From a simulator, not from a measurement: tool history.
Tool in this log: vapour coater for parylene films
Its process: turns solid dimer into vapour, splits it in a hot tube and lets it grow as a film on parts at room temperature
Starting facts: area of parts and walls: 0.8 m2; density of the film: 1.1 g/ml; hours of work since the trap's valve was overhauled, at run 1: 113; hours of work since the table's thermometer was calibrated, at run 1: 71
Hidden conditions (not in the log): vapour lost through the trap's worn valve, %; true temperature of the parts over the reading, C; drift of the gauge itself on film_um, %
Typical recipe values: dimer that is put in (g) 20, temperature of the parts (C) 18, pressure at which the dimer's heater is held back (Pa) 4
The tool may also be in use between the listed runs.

| run | hour | dimer that is put in (g) | temperature of the parts (C) | pressure at which the dimer's heater is held back (Pa) | hours of work since the trap's valve was overhauled | hours of work since the table's thermometer was calibrated | thickness of the film (um) |
|---|---|---|---|---|---|---|---|
| 1 | 0 | 20 | 18 | 4 | 113 | 71 | 15.3 |
| 2 | 60.1 | 20 | 18 | 4 | 145 | 102 | 15.39 |
| 3 | 120.8 | 20 | 18 | 4 | 176 | 133 | 15.1 |
| 4 | 163.8 | 17 | 18 | 4 | 198 | 156 | 12.43 |
| 5 | 195.5 | 17 | 18 | 4 | 215 | 172 | 12.38 |
| 6 | 246.2 | 17 | 18 | 4 | 241 | 198 | 12.37 |
| 7 | 290.3 | 20 | 18 | 5.05 | 264 | 221 | 14.02 |
| 8 | 329.4 | 20 | 23 | 6.34 | 284 | 242 | 10.55 |
| 9 | 372.1 | 9 | 12 | 2.4 | 306 | 264 | 8.95 |
| 10 | 427.7 | 9 | 10 | 2.63 | 335 | 293 | 8.84 |

Here are 4 independent what-if runs from the current tool condition. What would each one return?
| A | 473.3 | 9 | 19 | 2.63 | 359 | 316 | ? |
| B | 473.3 | 19 | 10 | 2.63 | 359 | 316 | ? |
| C | 473.3 | 20 | 21 | 8.17 | 359 | 316 | ? |
| D | 473.3 | 9 | 18 | 5.69 | 359 | 316 | ? |

| run | thickness of the film (um) |
|---|---|
| A | 6.44 |
| B | 18.48 |
| C | 10.85 |
| D | 5.99 |
Had the tool no hidden state, the same runs would have come out as:
| run | thickness of the film (um) |
|---|---|
| A | 7.39 |
| B | 21.13 |
| C | 12.44 |
| D | 6.87 |
